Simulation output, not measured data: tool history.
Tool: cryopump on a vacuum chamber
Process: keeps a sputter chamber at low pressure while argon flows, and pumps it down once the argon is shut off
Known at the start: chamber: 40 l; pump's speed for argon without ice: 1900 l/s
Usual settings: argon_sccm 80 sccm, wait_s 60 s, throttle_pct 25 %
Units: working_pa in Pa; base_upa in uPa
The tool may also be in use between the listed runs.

| run | hour | argon_sccm | wait_s | throttle_pct | working_pa | base_upa |
|---|---|---|---|---|---|---|
| 1 | 0 | 80 | 60 | 25 | 0.292 | 1.62 |
| 2 | 9.4 | 80 | 60 | 25 | 0.2887 | 1.64 |
| 3 | 18.7 | 80 | 60 | 25 | 0.287 | 1.65 |
| 4 | 29.5 | 80 | 60 | 25 | 0.2895 | 1.68 |
| 5 | 40.3 | 80 | 60 | 25 | 0.2892 | 1.63 |
| 6 | 53.1 | 80 | 60 | 25 | 0.2915 | 1.72 |
| 7 | 63.1 | 80 | 60 | 25 | 0.2896 | 1.74 |
| 8 | 76.1 | 80 | 60 | 25 | 0.2906 | 1.77 |
| 9 | 85.4 | 80 | 60 | 25 | 0.289 | 1.74 |
| 10 | 98.3 | 80 | 60 | 25 | 0.289 | 1.76 |
| 11 | 114 | 80 | 60 | 25 | 0.2921 | 1.82 |
| 12 | 123.2 | 80 | 60 | 25 | 0.2914 | 1.75 |
| 13 | 137 | 80 | 60 | 25 | 0.2914 | 1.81 |
| 14 | 152.3 | 80 | 60 | 25 | 0.2919 | 1.89 |
| 15 | 164.6 | 80 | 60 | 25 | 0.2912 | 1.9 |
| 16 | 180 | 60 | 60 | 25 | 0.2191 | 1.89 |
| 17 | 188 | 60 | 60 | 25 | 0.219 | 1.84 |
| 18 | 199 | 60 | 60 | 25 | 0.2183 | 1.91 |
| 19 | 214.2 | 55 | 252 | 25 | 0.2017 | 1.5 |
| 20 | 227.6 | 46 | 222 | 45 | 0.0961 | 1.55 |
| 21 | 238.1 | 62 | 87 | 56 | 0.1037 | 1.8 |
| 22 | 251.3 | 122 | 77 | 25 | 0.4445 | 1.83 |
| 23 | 267 | 122 | 77 | 25 | 0.447 | 1.86 |
| 24 | 276.6 | 122 | 27 | 25 | 0.4518 | 2.7 |
| 25 | 285.2 | 122 | 27 | 25 | 0.4495 | 2.67 |
| 26 | 293.9 | 122 | 27 | 25 | 0.4442 | 2.77 |
| 27 | 303.9 | 80 | 60 | 51 | 0.147 | 2.04 |
| 28 | 318.2 | 37 | 49 | 39 | 0.0885 | 2.2 |
| 29 | 332.9 | 39 | 93 | 17 | 0.2073 | 1.94 |
| 30 | 341 | 64 | 30 | 25 | 0.2339 | 2.58 |
| 31 | 352 | 64 | 30 | 25 | 0.2368 | 2.56 |
| 32 | 368.1 | 64 | 30 | 25 | 0.2348 | 2.68 |

Forecast each of these 5 alternatives for the next run:
| A | 378.1 | 157 | 270 | 16 | ? | ? |
| B | 378.1 | 63 | 59 | 23 | ? | ? |
| C | 378.1 | 59 | 125 | 46 | ? | ? |
| D | 378.1 | 77 | 21 | 18 | ? | ? |
| E | 378.1 | 64 | 66 | 25 | ? | ? |

| run | working_pa | base_upa |
|---|---|---|
| A | 0.8956 | 1.69 |
| B | 0.2493 | 2.21 |
| C | 0.1199 | 1.97 |
| D | 0.3904 | 3.26 |
| E | 0.2346 | 2.05 |
Without the tool's hidden state the same runs would have given:
| run | working_pa | base_upa |
|---|---|---|
| A | 0.8782 | 0.25 |
| B | 0.2424 | 0.71 |
| C | 0.1135 | 0.46 |
| D | 0.382 | 1.76 |
| E | 0.2276 | 0.63 |

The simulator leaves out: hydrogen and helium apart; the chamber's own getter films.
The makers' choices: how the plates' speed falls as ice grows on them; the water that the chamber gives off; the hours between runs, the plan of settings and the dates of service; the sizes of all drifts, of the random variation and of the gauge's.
